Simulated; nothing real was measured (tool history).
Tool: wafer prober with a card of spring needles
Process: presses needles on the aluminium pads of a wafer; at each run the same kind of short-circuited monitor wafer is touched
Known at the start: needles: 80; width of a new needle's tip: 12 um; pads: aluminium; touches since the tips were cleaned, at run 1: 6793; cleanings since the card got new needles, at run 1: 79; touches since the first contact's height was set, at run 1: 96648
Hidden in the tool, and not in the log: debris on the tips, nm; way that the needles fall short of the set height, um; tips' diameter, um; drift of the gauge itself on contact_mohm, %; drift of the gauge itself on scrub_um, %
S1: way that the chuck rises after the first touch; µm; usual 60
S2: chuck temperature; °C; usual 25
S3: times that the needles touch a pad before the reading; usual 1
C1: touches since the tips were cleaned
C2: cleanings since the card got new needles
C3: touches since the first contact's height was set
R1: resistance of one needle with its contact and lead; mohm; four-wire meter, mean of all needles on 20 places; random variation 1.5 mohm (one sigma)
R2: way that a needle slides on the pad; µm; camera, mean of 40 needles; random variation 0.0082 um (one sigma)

run   hour  S1  S2  S3    C1   C2     C3   R1     R2
  1    0.0  60  25   1  6793   79  96648  161  8.530
       4.2  -- tips cleaned on abrasive film
      24.5  -- tips cleaned on abrasive film
      45.1  -- tips cleaned on abrasive film
      49.6  -- height of the first contact set anew
      62.2  -- tips cleaned on abrasive film
  2   67.2  60  25   1  2696   83   9435  150  8.644
      79.7  -- tips cleaned on abrasive film
      99.9  -- tips cleaned on abrasive film
     120.4  -- tips cleaned on abrasive film
  3  135.2  42  25   1  7986   86  46032  193  5.998
     139.5  -- tips cleaned on abrasive film
     159.7  -- tips cleaned on abrasive film
     179.9  -- tips cleaned on abrasive film
     200.8  -- tips cleaned on abrasive film
  4  209.6  60  25   1  4732   90  85979  156  8.527
     218.0  -- tips cleaned on abrasive film
     234.7  -- tips cleaned on abrasive film
     255.6  -- tips cleaned on abrasive film
     276.4  -- tips cleaned on abrasive film
     280.9  -- height of the first contact set anew
  5  288.2  60  25   1  6195   94   3948  161  8.674
     296.5  -- tips cleaned on abrasive film
     316.7  -- tips cleaned on abrasive film
     337.1  -- tips cleaned on abrasive film
     357.6  -- tips cleaned on abrasive film
  6  368.0  56  25   1  5620   98  46816  164  8.033
     376.4  -- tips cleaned on abrasive film
     396.3  -- tips cleaned on abrasive film
  7  405.3  60  25   1  4887  100  66897  159  8.575
     413.7  -- tips cleaned on abrasive film
     434.6  -- tips cleaned on abrasive film
  8  441.3  60  25   1  3602  102  86220  155  8.537

The next listed run, before its measurement:
     453.8  -- tips cleaned on abrasive film
     474.5  -- tips cleaned on abrasive film
  9  477.2  60  25   1  1463  104  105521   ?   ?

{"run 9": {"R1": 144, "R2": 8.526}}
Without the tool's hidden state the same run would have given R1 131 mohm, R2 8.678 µm.

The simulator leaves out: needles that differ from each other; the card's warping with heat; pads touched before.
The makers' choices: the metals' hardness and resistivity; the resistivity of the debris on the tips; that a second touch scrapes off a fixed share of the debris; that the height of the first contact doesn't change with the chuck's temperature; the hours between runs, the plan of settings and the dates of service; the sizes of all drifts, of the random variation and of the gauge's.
